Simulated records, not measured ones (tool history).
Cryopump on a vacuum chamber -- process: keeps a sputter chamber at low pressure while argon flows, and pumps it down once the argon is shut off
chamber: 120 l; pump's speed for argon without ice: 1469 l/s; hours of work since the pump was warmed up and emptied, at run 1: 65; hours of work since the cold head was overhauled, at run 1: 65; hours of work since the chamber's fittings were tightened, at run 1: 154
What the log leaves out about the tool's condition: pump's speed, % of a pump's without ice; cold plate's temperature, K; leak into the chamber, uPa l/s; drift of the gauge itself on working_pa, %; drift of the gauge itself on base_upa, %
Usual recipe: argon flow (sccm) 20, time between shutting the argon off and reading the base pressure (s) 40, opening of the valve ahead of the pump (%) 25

run	hour	argon flow (sccm)	time between shutting the argon off and reading the base pressure (s)	opening of the valve ahead of the pump (%)	hours of work since the pump was warmed up and emptied	hours of work since the cold head was overhauled	hours of work since the chamber's fittings were tightened	pressure while argon flows (Pa)	pressure after the wait (uPa)
1	0	20	40	25	65	65	154	0.093	1.93
2	55.4	20	40	25	114	114	203	0.093	2
3	86.6	20	40	25	141	141	230	0.0935	2.03
4	120.7	20	40	40	171	171	260	0.059	2.09
5	148.2	20	40	40	195	195	284	0.0595	2.06
6	193.2	20	40	40	234	234	323	0.0579	2.09
7	241.8	20	40	40	277	277	366	0.0591	2.1
8	291.5	39	40	25	320	320	409	0.1844	2.11
9	324.2	39	40	25	349	349	438	0.1822	2.22
10	356.7	39	40	25	377	377	466	0.1848	2.25
11	390.2	20	40	25	406	406	495	0.0953	2.22
12	414.6	20	40	25	428	428	517	0.094	2.28
13	454.1	20	40	25	462	462	551	0.0942	2.34
14	491.1	11	31	18	494	494	584	0.0727	2.84
15	537.2	11	31	18	535	535	624	0.072	2.84
16	592.5	20	66	25	583	583	672	0.0961	1.81
17	644	14	40	26	628	628	717	0.0646	2.52
18	701.5	14	40	26	678	678	767	0.0655	2.58
19	729.3	14	40	29	703	703	792	0.0597	2.64
20	769	14	40	29	737	737	826	0.06	2.56
21	807.3	9	40	36	771	771	860	0.0316	2.68
22	838.7	10	186	18	798	798	887	0.0667	1.46
# hour 851.9: pump warmed up, emptied and cooled again
23	898.6	32	104	20	41	846	935	0.1844	1.6
24	945.6	39	290	21	82	887	976	0.2162	1.18
# hour 985.4: leaking fittings of the chamber tightened, without venting
25	1002.4	18	40	25	130	935	15	0.0839	1.84
26	1059.4	28	141	17	180	985	65	0.1902	0.67

Each row is a separate what-if for the run after 26, all from the same tool condition, not one after another. Results?
A	1097.6	14	48	17	213	1018	98	?	?
B	1097.6	27	67	17	213	1018	98	?	?
C	1097.6	28	248	25	213	1018	98	?	?
D	1097.6	16	22	17	213	1018	98	?	?
E	1097.6	13	40	30	213	1018	98	?	?

run	pressure while argon flows (Pa)	pressure after the wait (uPa)
A	0.0958	1.63
B	0.1845	1.26
C	0.1314	0.53
D	0.1087	3.2
E	0.0514	1.85
With the hidden condition removed and each run's random variation left untouched, the same runs would have given:
run	pressure while argon flows (Pa)	pressure after the wait (uPa)
A	0.0948	1.54
B	0.1826	1.17
C	0.1294	0.43
D	0.1075	3.11
E	0.0505	1.76
